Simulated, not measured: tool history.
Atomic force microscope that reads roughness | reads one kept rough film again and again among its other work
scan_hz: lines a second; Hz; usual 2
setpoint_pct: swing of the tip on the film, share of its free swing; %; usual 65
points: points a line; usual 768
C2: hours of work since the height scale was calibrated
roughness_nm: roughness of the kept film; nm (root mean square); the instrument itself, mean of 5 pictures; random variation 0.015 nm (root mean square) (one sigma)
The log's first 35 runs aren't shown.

{"run": 36, "day": 27.254, "scan_hz": 2, "setpoint_pct": 76, "points": 768, "pictures with this tip": 131, "C2": 626, "roughness_nm": 2.862}
{"run": 37, "day": 28.292, "scan_hz": 2.77, "setpoint_pct": 83, "points": 907, "pictures with this tip": 164, "C2": 642, "roughness_nm": 2.544}
{"run": 38, "day": 29.021, "scan_hz": 2.77, "setpoint_pct": 83, "points": 907, "pictures with this tip": 186, "C2": 654, "roughness_nm": 2.475}
{"run": 39, "day": 29.992, "scan_hz": 0.99, "setpoint_pct": 71, "points": 768, "pictures with this tip": 217, "C2": 669, "roughness_nm": 2.718}
{"run": 40, "day": 30.512, "scan_hz": 2.7, "setpoint_pct": 76, "points": 529, "pictures with this tip": 233, "C2": 677, "roughness_nm": 2.454}
{"run": 41, "day": 31.508, "scan_hz": 1.03, "setpoint_pct": 89, "points": 649, "pictures with this tip": 264, "C2": 692, "roughness_nm": 2.448}
{"run": 42, "day": 32.3, "scan_hz": 1.03, "setpoint_pct": 75, "points": 293, "pictures with this tip": 288, "C2": 704, "roughness_nm": 2.439}
{"run": 43, "day": 33.196, "scan_hz": 1.03, "setpoint_pct": 75, "points": 661, "pictures with this tip": 316, "C2": 718, "roughness_nm": 2.408}
{"run": 44, "day": 33.858, "scan_hz": 2.28, "setpoint_pct": 65, "points": 588, "pictures with this tip": 337, "C2": 728, "roughness_nm": 2.334}
{"run": 45, "day": 34.408, "scan_hz": 2.28, "setpoint_pct": 65, "points": 588, "pictures with this tip": 354, "C2": 737, "roughness_nm": 2.301}
{"run": 46, "day": 34.946, "scan_hz": 0.78, "setpoint_pct": 65, "points": 410, "pictures with this tip": 371, "C2": 745, "roughness_nm": 2.301}
{"day": 35.417, "done": "new tip fitted"}
{"run": 47, "day": 35.821, "scan_hz": 0.5, "setpoint_pct": 55, "points": 743, "pictures with this tip": 12, "C2": 758, "roughness_nm": 3.754}
{"run": 48, "day": 36.638, "scan_hz": 0.96, "setpoint_pct": 65, "points": 945, "pictures with this tip": 38, "C2": 771, "roughness_nm": 3.539}
{"run": 49, "day": 37.688, "scan_hz": 1.38, "setpoint_pct": 77, "points": 945, "pictures with this tip": 71, "C2": 787, "roughness_nm": 3.213}
{"run": 50, "day": 38.592, "scan_hz": 1.38, "setpoint_pct": 84, "points": 519, "pictures with this tip": 99, "C2": 801, "roughness_nm": 3.016}
{"run": 51, "day": 39.538, "scan_hz": 1.38, "setpoint_pct": 84, "points": 519, "pictures with this tip": 128, "C2": 816, "roughness_nm": 2.902}

Forecast each of these 3 alternatives for the next run:
{"run": "A", "day": 40.375, "scan_hz": 2.21, "setpoint_pct": 76, "points": 307, "pictures with this tip": 154, "C2": 829, "roughness_nm": "?"}
{"run": "B", "day": 40.375, "scan_hz": 0.62, "setpoint_pct": 70, "points": 768, "pictures with this tip": 154, "C2": 829, "roughness_nm": "?"}
{"run": "C", "day": 40.375, "scan_hz": 3.16, "setpoint_pct": 89, "points": 418, "pictures with this tip": 154, "C2": 829, "roughness_nm": "?"}

run=A roughness_nm=2.752
run=B roughness_nm=2.993
run=C roughness_nm=2.39
Without the tool's hidden state the same runs would have given:
run=A roughness_nm=3.488
run=B roughness_nm=3.794
run=C roughness_nm=3.027
